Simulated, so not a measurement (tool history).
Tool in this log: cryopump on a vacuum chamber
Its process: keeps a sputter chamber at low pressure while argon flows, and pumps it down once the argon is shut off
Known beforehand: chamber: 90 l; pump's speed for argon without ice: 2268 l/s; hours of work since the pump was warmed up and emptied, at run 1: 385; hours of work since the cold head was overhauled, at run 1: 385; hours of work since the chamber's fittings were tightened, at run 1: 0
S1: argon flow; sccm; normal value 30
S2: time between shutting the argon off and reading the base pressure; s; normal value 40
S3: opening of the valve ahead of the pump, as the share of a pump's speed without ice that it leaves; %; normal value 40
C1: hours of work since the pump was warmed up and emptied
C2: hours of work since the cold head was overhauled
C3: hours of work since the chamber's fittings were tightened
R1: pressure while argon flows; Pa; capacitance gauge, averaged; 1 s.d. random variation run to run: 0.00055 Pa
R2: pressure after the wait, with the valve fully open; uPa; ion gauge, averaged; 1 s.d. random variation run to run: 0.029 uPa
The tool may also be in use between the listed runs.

| run | day | S1 | S2 | S3 | C1 | C2 | C3 | R1 | R2 |
|---|---|---|---|---|---|---|---|---|---|
| 1 | 0.000 | 30 | 40 | 40 | 385 | 385 | 0 | 0.0592 | 1.37 |
| 2 | 1.633 | 21 | 40 | 40 | 404 | 404 | 19 | 0.0424 | 1.48 |
| 3 | 4.621 | 30 | 40 | 34 | 439 | 439 | 53 | 0.0685 | 1.50 |
| 4 | 7.121 | 18 | 40 | 34 | 467 | 467 | 82 | 0.0409 | 1.52 |
| 5 | 9.788 | 18 | 40 | 34 | 498 | 498 | 113 | 0.0406 | 1.58 |
| 6 | 12.429 | 18 | 40 | 34 | 528 | 528 | 143 | 0.0407 | 1.63 |
| 7 | 16.029 | 18 | 40 | 34 | 570 | 570 | 185 | 0.0426 | 1.74 |
| 8 | 17.675 | 18 | 40 | 34 | 589 | 589 | 204 | 0.0422 | 1.77 |
| 9 | 21.454 | 42 | 40 | 40 | 632 | 632 | 247 | 0.0839 | 1.87 |
| 10 | 24.717 | 30 | 40 | 40 | 670 | 670 | 285 | 0.0601 | 1.88 |
| 11 | 27.533 | 30 | 40 | 40 | 702 | 702 | 317 | 0.0610 | 1.95 |
| 12 | 29.333 | 30 | 40 | 40 | 723 | 723 | 338 | 0.0618 | 1.97 |
| 13 | 32.467 | 30 | 40 | 40 | 759 | 759 | 374 | 0.0613 | 2.12 |
| 14 | 35.633 | 30 | 40 | 40 | 796 | 796 | 410 | 0.0620 | 2.19 |
| 15 | 37.242 | 30 | 40 | 40 | 814 | 814 | 429 | 0.0616 | 2.17 |
| 16 | 38.983 | 30 | 40 | 16 | 834 | 834 | 449 | 0.1466 | 2.28 |
| 17 | 41.171 | 30 | 120 | 16 | 859 | 859 | 474 | 0.1479 | 1.41 |
| 18 | 42.958 | 30 | 95 | 40 | 880 | 880 | 495 | 0.0637 | 1.62 |
| 19 | 46.392 | 38 | 25 | 40 | 919 | 919 | 534 | 0.0793 | 3.12 |
| 20 | 48.067 | 35 | 40 | 35 | 939 | 939 | 553 | 0.0843 | 2.50 |
| 21 | 51.817 | 35 | 40 | 35 | 982 | 982 | 597 | 0.0844 | 2.66 |
|  | 55.392 | pump warmed up, emptied and cooled again |
| 22 | 55.712 | 35 | 40 | 35 | 4 | 1024 | 639 | 0.0745 | 2.34 |
| 23 | 59.512 | 31 | 45 | 41 | 47 | 1068 | 683 | 0.0565 | 2.25 |
| 24 | 61.458 | 31 | 45 | 41 | 70 | 1091 | 705 | 0.0576 | 2.29 |
| 25 | 64.812 | 31 | 45 | 41 | 108 | 1129 | 744 | 0.0582 | 2.41 |
| 26 | 68.217 | 15 | 31 | 38 | 148 | 1168 | 783 | 0.0307 | 3.01 |
| 27 | 70.396 | 15 | 31 | 38 | 173 | 1193 | 808 | 0.0299 | 2.91 |
| 28 | 72.458 | 15 | 168 | 29 | 197 | 1217 | 832 | 0.0393 | 1.67 |
| 29 | 74.188 | 30 | 60 | 40 | 216 | 1237 | 852 | 0.0565 | 2.22 |
| 30 | 77.633 | 30 | 40 | 42 | 256 | 1277 | 891 | 0.0549 | 2.70 |
| 31 | 81.054 | 30 | 71 | 59 | 295 | 1316 | 931 | 0.0398 | 2.26 |
| 32 | 83.271 | 30 | 71 | 59 | 321 | 1342 | 956 | 0.0401 | 2.35 |
| 33 | 87.025 | 30 | 49 | 44 | 364 | 1385 | 1000 | 0.0539 | 2.81 |
| 34 | 89.383 | 30 | 49 | 44 | 391 | 1412 | 1027 | 0.0544 | 2.82 |
| 35 | 91.571 | 30 | 40 | 17 | 417 | 1437 | 1052 | 0.1352 | 3.18 |

3 options for the next run, each taken on its own from the tool as it stands now. Forecast them:
| A | 93.604 | 20 | 184 | 17 | 440 | 1461 | 1075 | ? | ? |
| B | 93.604 | 27 | 213 | 17 | 440 | 1461 | 1075 | ? | ? |
| C | 93.604 | 35 | 120 | 52 | 440 | 1461 | 1075 | ? | ? |

| run | R1 | R2 |
|---|---|---|
| A | 0.0900 | 2.13 |
| B | 0.1219 | 2.13 |
| C | 0.0536 | 2.32 |
Without the tool's hidden state the same runs would have given:
| run | R1 | R2 |
|---|---|---|
| A | 0.0877 | 0.37 |
| B | 0.1188 | 0.37 |
| C | 0.0496 | 0.55 |
